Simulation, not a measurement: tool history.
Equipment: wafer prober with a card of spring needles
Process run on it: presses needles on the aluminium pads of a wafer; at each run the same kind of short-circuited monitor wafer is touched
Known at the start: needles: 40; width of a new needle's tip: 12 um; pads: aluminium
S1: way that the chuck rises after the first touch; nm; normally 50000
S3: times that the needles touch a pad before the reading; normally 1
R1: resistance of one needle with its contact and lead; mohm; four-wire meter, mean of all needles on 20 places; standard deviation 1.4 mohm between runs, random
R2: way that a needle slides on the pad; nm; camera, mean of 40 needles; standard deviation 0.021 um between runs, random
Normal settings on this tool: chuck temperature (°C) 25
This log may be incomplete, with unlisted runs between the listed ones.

run 1 hour=0 | S1=50000 chuck_temperature_(°C)=25 S3=1 | R1=206 R2=11590
run 2 hour=32.5 | S1=50000 chuck_temperature_(°C)=25 S3=1 | R1=650 R2=11900
run 3 hour=46.9 | S1=50000 chuck_temperature_(°C)=34 S3=1 | R1=948 R2=11890
run 4 hour=66.8 | S1=50000 chuck_temperature_(°C)=34 S3=1 | R1=844 R2=11830
run 5 hour=85.8 | S1=40000 chuck_temperature_(°C)=25 S3=1 | R1=1259 R2=9390
run 6 hour=115.1 | S1=65000 chuck_temperature_(°C)=25 S3=1 | R1=659 R2=15270
run 7 hour=129.5 | S1=65000 chuck_temperature_(°C)=25 S3=1 | R1=407 R2=15240
run 8 hour=145.1 | S1=65000 chuck_temperature_(°C)=25 S3=1 | R1=664 R2=15190
run 9 hour=169.8 | S1=50000 chuck_temperature_(°C)=25 S3=1 | R1=233 R2=11520
run 10 hour=202.3 | S1=50000 chuck_temperature_(°C)=25 S3=2 | R1=416 R2=11940
run 11 hour=223.1 | S1=50000 chuck_temperature_(°C)=25 S3=2 | R1=269 R2=11870
run 12 hour=250.7 | S1=50000 chuck_temperature_(°C)=25 S3=2 | R1=700 R2=11800
run 13 hour=281.7 | S1=50000 chuck_temperature_(°C)=25 S3=2 | R1=690 R2=11710
run 14 hour=309.5 | S1=57000 chuck_temperature_(°C)=54 S3=2 | R1=525 R2=13320
run 15 hour=325.1 | S1=57000 chuck_temperature_(°C)=54 S3=2 | R1=377 R2=13240
run 16 hour=343.7 | S1=57000 chuck_temperature_(°C)=54 S3=2 | R1=179 R2=13210
run 17 hour=375.9 | S1=57000 chuck_temperature_(°C)=73 S3=2 | R1=272 R2=13530
run 18 hour=389.7 | S1=34000 chuck_temperature_(°C)=56 S3=1 | R1=1938 R2=8000
run 19 hour=409.1 | S1=48000 chuck_temperature_(°C)=25 S3=2 | R1=633 R2=11330
run 20 hour=424.6 | S1=45000 chuck_temperature_(°C)=42 S3=2 | R1=221 R2=10520
run 21 hour=439.6 | S1=45000 chuck_temperature_(°C)=42 S3=2 | R1=736 R2=10490
run 22 hour=467.5 | S1=50000 chuck_temperature_(°C)=43 S3=1 | R1=184 R2=11610
run 23 hour=489.7 | S1=50000 chuck_temperature_(°C)=43 S3=1 | R1=566 R2=11580
run 24 hour=513.5 | S1=50000 chuck_temperature_(°C)=124 S3=2 | R1=496 R2=11510
run 25 hour=536.4 | S1=50000 chuck_temperature_(°C)=124 S3=2 | R1=605 R2=11910
run 26 hour=559.3 | S1=50000 chuck_temperature_(°C)=124 S3=2 | R1=634 R2=11880

The log once held 58 entries between its listed runs, left out of this copy. Where does each go, and what is different about the tool's unlogged condition between the listed run before it and the listed run after it?
In the gap between runs 1 and 2: tips cleaned on abrasive film (hour 9.9); height of the first contact set anew (hour 10.2); tips cleaned on abrasive film (hour 20.6); tips cleaned on abrasive film (hour 30)
  debris on the tips, nm: 20.8 -> 117.5; way that the needles fall short of the set height, um: 1.65 -> 0.23; tips' diameter, um: 16.29 -> 18.82
  what was measured, less what the result would be without the hidden state, R1: +84 -> +527 mohm; R2: -400 -> -60 nm
In the gap between runs 2 and 3: tips cleaned on abrasive film (hour 40.4)
  debris on the tips, nm: 117.5 -> 184; way that the needles fall short of the set height, um: 0.23 -> 0.36; tips' diameter, um: 18.82 -> 18.87
  what was measured, less what the result would be without the hidden state, R1: +527 -> +822 mohm; R2: -60 -> -90 nm
In the gap between runs 3 and 4: tips cleaned on abrasive film (hour 50.8); tips cleaned on abrasive film (hour 61.4)
  debris on the tips, nm: 184 -> 160.4; way that the needles fall short of the set height, um: 0.36 -> 0.61; tips' diameter, um: 18.87 -> 18.95
  what was measured, less what the result would be without the hidden state, R1: +822 -> +722 mohm; R2: -90 -> -150 nm
In the gap between runs 4 and 5: tips cleaned on abrasive film (hour 70.8); tips cleaned on abrasive film (hour 80.7)
  debris on the tips, nm: 160.4 -> 159; way that the needles fall short of the set height, um: 0.61 -> 0.86; tips' diameter, um: 18.95 -> 19.04
  what was measured, less what the result would be without the hidden state, R1: +722 -> +1131 mohm; R2: -150 -> -200 nm
In the gap between runs 5 and 6: tips cleaned on abrasive film (hour 90.5); tips cleaned on abrasive film (hour 100.9); tips cleaned on abrasive film, once more (hour 106.8)
  debris on the tips, nm: 159 -> 184.7; way that the needles fall short of the set height, um: 0.86 -> 1.23; tips' diameter, um: 19.04 -> 19.17
  what was measured, less what the result would be without the hidden state, R1: +1131 -> +542 mohm; R2: -200 -> -290 nm
In the gap between runs 6 and 7: tips cleaned on abrasive film (hour 117.5); tips cleaned on abrasive film (hour 127.9)
  debris on the tips, nm: 184.7 -> 94.5; way that the needles fall short of the set height, um: 1.23 -> 1.52; tips' diameter, um: 19.17 -> 19.27
  what was measured, less what the result would be without the hidden state, R1: +542 -> +288 mohm; R2: -290 -> -370 nm
In the gap between runs 7 and 8: tips cleaned on abrasive film (hour 138.1)
  debris on the tips, nm: 94.5 -> 184.7; way that the needles fall short of the set height, um: 1.52 -> 1.64; tips' diameter, um: 19.27 -> 19.31
  what was measured, less what the result would be without the hidden state, R1: +288 -> +549 mohm; R2: -370 -> -400 nm
In the gap between runs 8 and 9: tips cleaned on abrasive film (hour 148.9); tips cleaned on abrasive film (hour 159.9); tips cleaned on abrasive film (hour 169.8)
  debris on the tips, nm: 184.7 -> 19.8; way that the needles fall short of the set height, um: 1.64 -> 1.98; tips' diameter, um: 19.31 -> 19.43
  what was measured, less what the result would be without the hidden state, R1: +549 -> +111 mohm; R2: -400 -> -470 nm
In the gap between runs 9 and 10: tips cleaned on abrasive film (hour 180); height of the first contact set anew (hour 180.3); tips cleaned on abrasive film (hour 190.4); tips cleaned on abrasive film (hour 200.3)
  debris on the tips, nm: 19.8 -> 97.6; way that the needles fall short of the set height, um: 1.98 -> 0.24; tips' diameter, um: 19.43 -> 19.56
  what was measured, less what the result would be without the hidden state, R1: +111 -> +292 mohm; R2: -470 -> -60 nm
In the gap between runs 10 and 11: tips cleaned on abrasive film (hour 211.1); tips cleaned on abrasive film (hour 222.3)
  debris on the tips, nm: 97.6 -> 47.5; way that the needles fall short of the set height, um: 0.24 -> 0.49; tips' diameter, um: 19.56 -> 19.65
  what was measured, less what the result would be without the hidden state, R1: +292 -> +147 mohm; R2: -60 -> -120 nm
In the gap between runs 11 and 12: tips cleaned on abrasive film (hour 231.7); tips cleaned on abrasive film (hour 242.3)
  debris on the tips, nm: 47.5 -> 194.7; way that the needles fall short of the set height, um: 0.49 -> 0.76; tips' diameter, um: 19.65 -> 19.74
  what was measured, less what the result would be without the hidden state, R1: +147 -> +578 mohm; R2: -120 -> -180 nm
In the gap between runs 12 and 13: tips cleaned on abrasive film (hour 253.1); tips cleaned on abrasive film (hour 262.4); tips cleaned on abrasive film (hour 274)
  debris on the tips, nm: 194.7 -> 185.8; way that the needles fall short of the set height, um: 0.76 -> 1.12; tips' diameter, um: 19.74 -> 19.87
  what was measured, less what the result would be without the hidden state, R1: +578 -> +567 mohm; R2: -180 -> -270 nm
In the gap between runs 13 and 14: tips cleaned on abrasive film (hour 283.3); tips cleaned on abrasive film (hour 293.3); tips cleaned on abrasive film (hour 303.7)
  debris on the tips, nm: 185.8 -> 169.5; way that the needles fall short of the set height, um: 1.12 -> 1.42; tips' diameter, um: 19.87 -> 19.97
  what was measured, less what the result would be without the hidden state, R1: +567 -> +400 mohm; R2: -270 -> -340 nm
In the gap between runs 14 and 15: tips cleaned on abrasive film (hour 313.2); tips cleaned on abrasive film (hour 322.8)
  debris on the tips, nm: 169.5 -> 104.1; way that the needles fall short of the set height, um: 1.42 -> 1.68; tips' diameter, um: 19.97 -> 20.06
  what was measured, less what the result would be without the hidden state, R1: +400 -> +253 mohm; R2: -340 -> -410 nm
In the gap between runs 15 and 16: tips cleaned on abrasive film (hour 332.8); tips cleaned on abrasive film (hour 343.7)
  debris on the tips, nm: 104.1 -> 17.7; way that the needles fall short of the set height, um: 1.68 -> 1.93; tips' diameter, um: 20.06 -> 20.15
  what was measured, less what the result would be without the hidden state, R1: +253 -> +55 mohm; R2: -410 -> -470 nm
In the gap between runs 16 and 17: height of the first contact set anew (hour 349.7); tips cleaned on abrasive film (hour 354.3); tips cleaned on abrasive film (hour 364.7); tips cleaned on abrasive film (hour 374.8)
  debris on the tips, nm: 17.7 -> 60; way that the needles fall short of the set height, um: 1.93 -> 0.38; tips' diameter, um: 20.15 -> 20.28
  what was measured, less what the result would be without the hidden state, R1: +55 -> +145 mohm; R2: -470 -> -90 nm
In the gap between runs 17 and 18: tips cleaned on abrasive film (hour 384.1)
  debris on the tips, nm: 60 -> 175.7; way that the needles fall short of the set height, um: 0.38 -> 0.5; tips' diameter, um: 20.28 -> 20.32
  what was measured, less what the result would be without the hidden state, R1: +145 -> +1799 mohm; R2: -90 -> -120 nm
In the gap between runs 18 and 19: tips cleaned on abrasive film (hour 394); tips cleaned on abrasive film (hour 405.2)
  debris on the tips, nm: 175.7 -> 145.1; way that the needles fall short of the set height, um: 0.5 -> 0.78; tips' diameter, um: 20.32 -> 20.42
  what was measured, less what the result would be without the hidden state, R1: +1799 -> +508 mohm; R2: -120 -> -180 nm
In the gap between runs 19 and 20: tips cleaned on abrasive film (hour 415); tips cleaned on abrasive film (hour 424.6)
  debris on the tips, nm: 145.1 -> 21.1; way that the needles fall short of the set height, um: 0.78 -> 1; tips' diameter, um: 20.42 -> 20.5
  what was measured, less what the result would be without the hidden state, R1: +508 -> +96 mohm; R2: -180 -> -240 nm
In the gap between runs 20 and 21: tips cleaned on abrasive film (hour 435.2)
  debris on the tips, nm: 21.1 -> 155.3; way that the needles fall short of the set height, um: 1 -> 1.13; tips' diameter, um: 20.5 -> 20.55
  what was measured, less what the result would be without the hidden state, R1: +96 -> +607 mohm; R2: -240 -> -270 nm
In the gap between runs 21 and 22: tips cleaned on abrasive film (hour 445.9); tips cleaned on abrasive film (hour 456.9); tips cleaned on abrasive film (hour 467.5)
  debris on the tips, nm: 155.3 -> 8.4; way that the needles fall short of the set height, um: 1.13 -> 1.54; tips' diameter, um: 20.55 -> 20.69
  what was measured, less what the result would be without the hidden state, R1: +607 -> +60 mohm; R2: -270 -> -370 nm
In the gap between runs 22 and 23: tips cleaned on abrasive film (hour 477.7); tips cleaned on abrasive film (hour 488.4)
  debris on the tips, nm: 8.4 -> 79.4; way that the needles fall short of the set height, um: 1.54 -> 1.76; tips' diameter, um: 20.69 -> 20.77
  what was measured, less what the result would be without the hidden state, R1: +60 -> +440 mohm; R2: -370 -> -420 nm
In the gap between runs 23 and 24: tips cleaned on abrasive film (hour 499.9); tips cleaned on abrasive film (hour 510.5)
  debris on the tips, nm: 79.4 -> 117.2; way that the needles fall short of the set height, um: 1.76 -> 2; tips' diameter, um: 20.77 -> 20.85
  what was measured, less what the result would be without the hidden state, R1: +440 -> +355 mohm; R2: -420 -> -480 nm
In the gap between runs 24 and 25: height of the first contact set anew (hour 518.2); tips cleaned on abrasive film (hour 520.5); tips cleaned on abrasive film (hour 532)
  debris on the tips, nm: 117.2 -> 165.4; way that the needles fall short of the set height, um: 2 -> 0.24; tips' diameter, um: 20.85 -> 20.93
  what was measured, less what the result would be without the hidden state, R1: +355 -> +467 mohm; R2: -480 -> -60 nm
In the gap between runs 25 and 26: tips cleaned on abrasive film (hour 543.2); tips cleaned on abrasive film (hour 554)
  debris on the tips, nm: 165.4 -> 175.2; way that the needles fall short of the set height, um: 0.24 -> 0.47; tips' diameter, um: 20.93 -> 21.01
  what was measured, less what the result would be without the hidden state, R1: +467 -> +496 mohm; R2: -60 -> -120 nm

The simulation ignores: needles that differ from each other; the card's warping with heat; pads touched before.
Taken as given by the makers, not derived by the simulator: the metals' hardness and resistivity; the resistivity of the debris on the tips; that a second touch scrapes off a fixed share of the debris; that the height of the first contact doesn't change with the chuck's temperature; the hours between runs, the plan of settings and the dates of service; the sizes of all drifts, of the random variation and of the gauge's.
